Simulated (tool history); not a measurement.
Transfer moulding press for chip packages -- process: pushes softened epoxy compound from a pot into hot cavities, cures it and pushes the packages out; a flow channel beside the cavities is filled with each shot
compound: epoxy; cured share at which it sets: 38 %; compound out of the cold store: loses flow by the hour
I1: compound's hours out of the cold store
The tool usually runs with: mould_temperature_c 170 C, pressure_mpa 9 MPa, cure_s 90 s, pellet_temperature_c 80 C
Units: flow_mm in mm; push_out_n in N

Run 1, hour 0: usual settings; I1 11.1. Result: flow_mm 658 mm, push_out_n 598 N.
At hour 10.3: cavities cleaned with cleaning compound and waxed.
Run 2, hour 11.7: usual settings; I1 20.7. Result: flow_mm 626 mm, push_out_n 481 N.
Run 3, hour 26.1: usual settings; I1 35.1. Result: flow_mm 576 mm, push_out_n 527 N.
Run 4, hour 33.4: usual settings; I1 23.6. Result: flow_mm 614 mm, push_out_n 575 N.
Run 5, hour 43.5: usual settings but pressure_mpa 8.79 MPa; I1 40.2. Result: flow_mm 554 mm, push_out_n 586 N.
At hour 52.7: cavities cleaned with cleaning compound and waxed.
Run 6, hour 53.7: usual settings but pressure_mpa 8.79 MPa; I1 8.1. Result: flow_mm 659 mm, push_out_n 501 N.
Run 7, hour 62: usual settings but pressure_mpa 7.98 MPa; I1 12.5. Result: flow_mm 612 mm, push_out_n 535 N.
Run 8, hour 74.4: usual settings but pressure_mpa 7.98 MPa, cure_s 101 s; I1 12.8. Result: flow_mm 611 mm, push_out_n 516 N.
Run 9, hour 87.1: usual settings but pressure_mpa 7.98 MPa, cure_s 101 s; I1 39. Result: flow_mm 530 mm, push_out_n 518 N.
At hour 95.4: cavities cleaned with cleaning compound and waxed.
Run 10, hour 105.1: usual settings but pressure_mpa 9.2 MPa; I1 26.7. Result: flow_mm 607 mm, push_out_n 519 N.
Run 11, hour 116.2: usual settings but pressure_mpa 9.2 MPa; I1 47.7. Result: flow_mm 542 mm, push_out_n 534 N.
Run 12, hour 124.9: usual settings but pressure_mpa 9.2 MPa; I1 21.1. Result: flow_mm 623 mm, push_out_n 588 N.
Run 13, hour 133.2: usual settings but pressure_mpa 9.2 MPa; I1 9.2. Result: flow_mm 666 mm, push_out_n 634 N.
At hour 137.7: cavities cleaned with cleaning compound and waxed.
Run 14, hour 147.1: usual settings but pressure_mpa 9.2 MPa, pellet_temperature_c 72 C; I1 40.1. Result: flow_mm 563 mm, push_out_n 516 N.
Run 15, hour 159.1: usual settings but mould_temperature_c 177 C, pressure_mpa 7.11 MPa, cure_s 107 s, pellet_temperature_c 70 C; I1 21.8. Result: flow_mm 533 mm, push_out_n 457 N.
Run 16, hour 169.9: usual settings but mould_temperature_c 178 C, pellet_temperature_c 77 C; I1 43.5. Result: flow_mm 533 mm, push_out_n 492 N.
At hour 180.6: cavities cleaned with cleaning compound and waxed.
Run 17, hour 184.1: usual settings but mould_temperature_c 178 C, pellet_temperature_c 77 C; I1 27.6. Result: flow_mm 579 mm, push_out_n 406 N.
At hour 195.1: plunger's sealing rings changed.
Run 18, hour 195.4: usual settings but mould_temperature_c 165 C, pellet_temperature_c 86 C; I1 47.8. Result: flow_mm 559 mm, push_out_n 649 N.
Run 19, hour 212: usual settings but mould_temperature_c 175 C, pressure_mpa 8.77 MPa, cure_s 71 s, pellet_temperature_c 84 C; I1 42.8. Result: flow_mm 548 mm, push_out_n 639 N.
At hour 226.1: cavities cleaned with cleaning compound and waxed.
Run 20, hour 228.4: usual settings but mould_temperature_c 166 C, pressure_mpa 9.9 MPa, cure_s 98 s, pellet_temperature_c 73 C; I1 43.7. Result: flow_mm 596 mm, push_out_n 523 N.
Run 21, hour 242.1: usual settings but mould_temperature_c 173 C, pressure_mpa 10.71 MPa; I1 18.8. Result: flow_mm 691 mm, push_out_n 481 N.
Run 22, hour 257: usual settings but mould_temperature_c 174 C, pressure_mpa 10.87 MPa, cure_s 81 s, pellet_temperature_c 75 C; I1 8.7. Result: flow_mm 734 mm, push_out_n 603 N.
At hour 268.8: cavities cleaned with cleaning compound and waxed.
Run 23, hour 275.6: usual settings but mould_temperature_c 174 C, pressure_mpa 10.87 MPa, cure_s 81 s, pellet_temperature_c 75 C; I1 38.8. Result: flow_mm 622 mm, push_out_n 486 N.
At hour 281.1: mould's thermocouples calibrated.
Run 24, hour 288.8: usual settings but cure_s 123 s, pellet_temperature_c 83 C; I1 18.7. Result: flow_mm 637 mm, push_out_n 447 N.
Run 25, hour 299.2: usual settings but mould_temperature_c 171 C, pressure_mpa 7.91 MPa, pellet_temperature_c 89 C; I1 40.2. Result: flow_mm 529 mm, push_out_n 538 N.
Run 26, hour 310.8: usual settings; I1 32. Result: flow_mm 592 mm, push_out_n 595 N.
At hour 313.4: cavities cleaned with cleaning compound and waxed.
Run 27, hour 320.7: usual settings but pellet_temperature_c 87 C; I1 11. Result: flow_mm 663 mm, push_out_n 502 N.

Here are 3 independent what-if runs from the current tool condition. What would each one return?
Run A, hour 330.5: usual settings but mould_temperature_c 172 C; I1 37.1. Result: flow_mm ?, push_out_n ?.
Run B, hour 330.5: usual settings but pressure_mpa 7.89 MPa, pellet_temperature_c 83 C; I1 35. Result: flow_mm ?, push_out_n ?.
Run C, hour 330.5: usual settings but mould_temperature_c 173 C, cure_s 73 s, pellet_temperature_c 89 C; I1 9.5. Result: flow_mm ?, push_out_n ?.

run  flow_mm  push_out_n
  A      572         495
  B      544         533
  C      660         676
Had the tool no hidden state, the same runs would have come out as:
run  flow_mm  push_out_n
  A      580         430
  B      552         464
  C      669         589
